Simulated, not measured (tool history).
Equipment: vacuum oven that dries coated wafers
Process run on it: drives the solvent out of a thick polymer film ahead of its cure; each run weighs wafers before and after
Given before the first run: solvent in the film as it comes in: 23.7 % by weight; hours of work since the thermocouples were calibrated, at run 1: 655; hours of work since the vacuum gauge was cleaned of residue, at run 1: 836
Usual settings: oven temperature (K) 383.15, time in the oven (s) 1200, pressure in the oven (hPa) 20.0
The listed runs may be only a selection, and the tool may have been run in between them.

| run | hour | oven temperature (K) | time in the oven (s) | pressure in the oven (hPa) | hours of work since the thermocouples were calibrated | hours of work since the vacuum gauge was cleaned of residue | solvent left in the film (%) |
|---|---|---|---|---|---|---|---|
| 1 | 0.0 | 383.15 | 1200 | 20.0 | 655 | 836 | 1.32 |
| 2 | 18.8 | 383.15 | 720 | 20.0 | 668 | 849 | 3.13 |
| 3 | 48.2 | 383.15 | 720 | 20.0 | 687 | 868 | 3.19 |
| 4 | 69.0 | 383.15 | 720 | 20.0 | 701 | 882 | 3.17 |
| 5 | 85.5 | 383.15 | 720 | 20.0 | 712 | 893 | 3.21 |
| 6 | 101.3 | 383.15 | 1200 | 20.0 | 723 | 904 | 1.31 |
| 7 | 133.1 | 383.15 | 1200 | 20.0 | 744 | 925 | 1.29 |
| 8 | 151.9 | 383.15 | 1200 | 20.0 | 757 | 938 | 1.25 |
| 9 | 182.9 | 383.15 | 1020 | 20.0 | 778 | 958 | 1.70 |
| 10 | 198.2 | 377.15 | 1200 | 20.0 | 788 | 969 | 2.23 |
| 11 | 227.8 | 377.15 | 1200 | 20.0 | 808 | 988 | 2.28 |
| 12 | 255.8 | 383.15 | 1200 | 20.0 | 827 | 1007 | 1.25 |
| 13 | 271.4 | 383.15 | 1200 | 20.0 | 837 | 1018 | 1.31 |
| 14 | 294.5 | 383.15 | 1200 | 10.9 | 852 | 1033 | 1.08 |
| 15 | 316.2 | 383.15 | 1200 | 10.9 | 867 | 1048 | 1.03 |
| 16 | 334.0 | 383.15 | 1200 | 20.0 | 879 | 1060 | 1.24 |
| 17 | 353.4 | 383.15 | 1200 | 11.6 | 892 | 1073 | 1.06 |
| 18 | 375.2 | 383.15 | 1200 | 11.6 | 906 | 1087 | 1.00 |
| 19 | 409.2 | 383.15 | 1560 | 11.6 | 929 | 1110 | 0.60 |
| 20 | 432.6 | 383.15 | 1560 | 11.6 | 945 | 1126 | 0.61 |
| 21 | 463.0 | 383.15 | 1560 | 11.6 | 965 | 1146 | 0.69 |
| 22 | 491.7 | 383.15 | 1860 | 20.0 | 984 | 1165 | 0.74 |
| 23 | 509.0 | 383.15 | 1260 | 20.0 | 996 | 1177 | 1.18 |
| 24 | 528.6 | 383.15 | 1260 | 20.0 | 1009 | 1190 | 1.10 |
| 25 | 551.9 | 383.15 | 1260 | 20.0 | 1025 | 1206 | 1.17 |
| 26 | 578.4 | 383.15 | 1260 | 20.0 | 1043 | 1223 | 1.17 |
| 27 | 611.6 | 371.15 | 2040 | 20.0 | 1065 | 1246 | 1.63 |
| 28 | 634.3 | 374.15 | 720 | 65.0 | 1080 | 1261 | 6.93 |
| 29 | 656.4 | 383.15 | 960 | 20.0 | 1095 | 1276 | 1.81 |
| 30 | 671.5 | 398.15 | 1560 | 20.0 | 1105 | 1286 | 0.37 |
| 31 | 693.7 | 383.15 | 1260 | 20.0 | 1120 | 1301 | 1.18 |
| 32 | 719.2 | 383.15 | 1380 | 20.0 | 1137 | 1318 | 1.00 |
| 33 | 739.0 | 396.15 | 1860 | 36.1 | 1150 | 1331 | 0.74 |
| 34 | 756.4 | 383.15 | 780 | 42.8 | 1162 | 1343 | 3.10 |
| 35 | 772.5 | 397.15 | 1500 | 34.6 | 1173 | 1353 | 0.61 |
| 36 | 803.1 | 396.15 | 1020 | 34.6 | 1193 | 1374 | 0.75 |
| 37 | 830.0 | 396.15 | 1020 | 34.6 | 1211 | 1392 | 0.80 |
| 38 | 844.2 | 383.15 | 900 | 12.3 | 1221 | 1401 | 1.91 |
| 39 | 875.5 | 383.15 | 840 | 12.3 | 1242 | 1422 | 2.07 |
|  | 892.6 | oven's thermocouples calibrated |
| 40 | 902.8 | 383.15 | 840 | 12.3 | 7 | 1439 | 2.74 |
| 41 | 919.6 | 383.15 | 840 | 12.3 | 18 | 1450 | 2.64 |
| 42 | 940.6 | 371.15 | 1080 | 44.4 | 32 | 1465 | 5.65 |
| 43 | 968.6 | 377.15 | 1380 | 68.4 | 51 | 1483 | 3.58 |
| 44 | 1001.5 | 376.15 | 1200 | 20.0 | 73 | 1505 | 2.82 |
| 45 | 1015.9 | 376.15 | 780 | 15.2 | 83 | 1515 | 5.09 |
| 46 | 1050.5 | 383.15 | 1200 | 62.0 | 106 | 1538 | 2.50 |

Describe how what the log doesn't record of the tool's condition differs between the last listed run preceding each entry between runs and the first listed run following it.
From run 39 to run 40: oven's thermocouples calibrated (hour 892.6)
  true wafer temperature over the reading, C: 2.44 -> 0.05; true pressure over the reading, kPa: 0.59 -> 0.597
  measured result minus the result with no hidden state, solvent left in the film (%): -0.39 -> +0.13
